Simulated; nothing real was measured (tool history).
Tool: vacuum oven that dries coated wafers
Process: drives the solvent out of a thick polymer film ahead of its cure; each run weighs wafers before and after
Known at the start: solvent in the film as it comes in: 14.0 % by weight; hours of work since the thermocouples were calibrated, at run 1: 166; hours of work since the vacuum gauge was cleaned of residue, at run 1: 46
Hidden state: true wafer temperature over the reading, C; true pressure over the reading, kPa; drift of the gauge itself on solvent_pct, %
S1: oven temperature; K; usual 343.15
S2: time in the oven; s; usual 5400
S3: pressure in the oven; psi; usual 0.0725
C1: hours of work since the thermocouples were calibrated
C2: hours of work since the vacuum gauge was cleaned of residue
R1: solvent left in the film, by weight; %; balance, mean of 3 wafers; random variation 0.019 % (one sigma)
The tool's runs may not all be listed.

run   hour      S1    S2      S3   C1   C2    R1
  1    0.0  343.15  5400  0.0725  166   46  1.34
  2   16.5  343.15  5400  0.0725  174   54  1.35
  3   36.1  344.15  5400  0.0725  183   63  1.27
  4   53.2  344.15  5400  0.0725  191   71  1.21
  5   64.3  344.15  5400  0.0725  196   76  1.23
  6   81.1  344.15  5400  0.0725  204   84  1.27
  7  107.3  343.15  5400  0.0725  216   96  1.35
  8  128.8  343.15  5400  0.0725  226  106  1.35
  9  143.4  343.15  5400  0.0725  233  112  1.34
 10  158.7  343.15  5400  0.0725  240  120  1.35
 11  177.7  343.15  5400  0.0725  249  128  1.34
 12  191.0  347.15  9120  0.0725  255  135  0.53
 13  202.5  347.15  5700  0.0725  260  140  0.88
     205.8  -- vacuum gauge cleaned of residue and calibrated
 14  222.9  330.15  4500  0.0725  269    8  4.14
 15  241.4  330.15  2760  0.0725  277   16  5.98
     250.7  -- vacuum gauge cleaned of residue and calibrated, once more
 16  265.6  337.15  6540  0.1155  288    7  1.98
 17  286.1  354.15  5340  0.0725  297   16  0.56
 18  301.8  333.15  7680  0.1011  305   24  2.08
 19  317.3  348.15  7680  0.1011  312   31  0.69
 20  329.6  347.15  5340  0.1246  317   37  1.26
 21  341.7  343.15  5400  0.2125  323   42  2.27

Forecast each of these 5 alternatives for the next run:
  A  362.3  345.15  3240  0.0635  333  52   ?
  B  362.3  333.15  5400  0.0458  333  52   ?
  C  362.3  349.15  5400  0.0725  333  52   ?
  D  362.3  349.15  5820  0.1340  333  52   ?
  E  362.3  336.15  5400  0.2125  333  52   ?

run    R1
  A  2.44
  B  2.59
  C  0.77
  D  1.00
  E  3.45
Without the tool's hidden state the same runs would have given:
run    R1
  A  2.55
  B  2.71
  C  0.82
  D  1.05
  E  3.59

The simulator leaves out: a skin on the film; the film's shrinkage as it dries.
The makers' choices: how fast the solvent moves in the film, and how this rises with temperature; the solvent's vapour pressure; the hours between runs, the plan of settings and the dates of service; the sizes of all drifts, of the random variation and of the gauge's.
